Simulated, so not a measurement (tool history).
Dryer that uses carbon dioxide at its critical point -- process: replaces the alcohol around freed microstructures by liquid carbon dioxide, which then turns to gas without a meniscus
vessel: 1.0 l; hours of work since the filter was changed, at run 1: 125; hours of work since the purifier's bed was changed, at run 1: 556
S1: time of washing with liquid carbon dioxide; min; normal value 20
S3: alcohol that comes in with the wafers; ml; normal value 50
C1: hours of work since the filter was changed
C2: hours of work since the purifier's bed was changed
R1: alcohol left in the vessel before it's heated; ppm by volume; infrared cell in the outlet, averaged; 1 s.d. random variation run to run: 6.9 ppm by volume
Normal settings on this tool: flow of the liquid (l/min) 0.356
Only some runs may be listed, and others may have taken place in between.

{"run": 1, "hour": 0.0, "S1": 20, "flow of the liquid (l/min)": 0.356, "S3": 50, "C1": 125, "C2": 556, "R1": 537}
{"run": 2, "hour": 59.3, "S1": 20, "flow of the liquid (l/min)": 0.356, "S3": 50, "C1": 144, "C2": 575, "R1": 555}
{"run": 3, "hour": 116.1, "S1": 20, "flow of the liquid (l/min)": 0.356, "S3": 50, "C1": 162, "C2": 593, "R1": 584}
{"run": 4, "hour": 172.4, "S1": 20, "flow of the liquid (l/min)": 0.356, "S3": 50, "C1": 180, "C2": 611, "R1": 578}
{"run": 5, "hour": 218.8, "S1": 20, "flow of the liquid (l/min)": 0.356, "S3": 50, "C1": 194, "C2": 626, "R1": 595}
{"run": 6, "hour": 264.7, "S1": 20, "flow of the liquid (l/min)": 0.356, "S3": 50, "C1": 209, "C2": 640, "R1": 607}
{"run": 7, "hour": 320.8, "S1": 20, "flow of the liquid (l/min)": 0.356, "S3": 50, "C1": 227, "C2": 658, "R1": 610}
{"run": 8, "hour": 354.2, "S1": 20, "flow of the liquid (l/min)": 0.356, "S3": 50, "C1": 237, "C2": 669, "R1": 605}
{"run": 9, "hour": 388.2, "S1": 15, "flow of the liquid (l/min)": 0.252, "S3": 22, "C1": 248, "C2": 680, "R1": 1919}

Forecast run 10:
{"run": 10, "hour": 424.4, "S1": 19, "flow of the liquid (l/min)": 0.356, "S3": 79, "C1": 260, "C2": 691, "R1": "?"}

For run 10 the tool returned R1 1046 ppm by volume.
Had the tool carried no hidden state, the very same run would have given R1 629 ppm by volume.
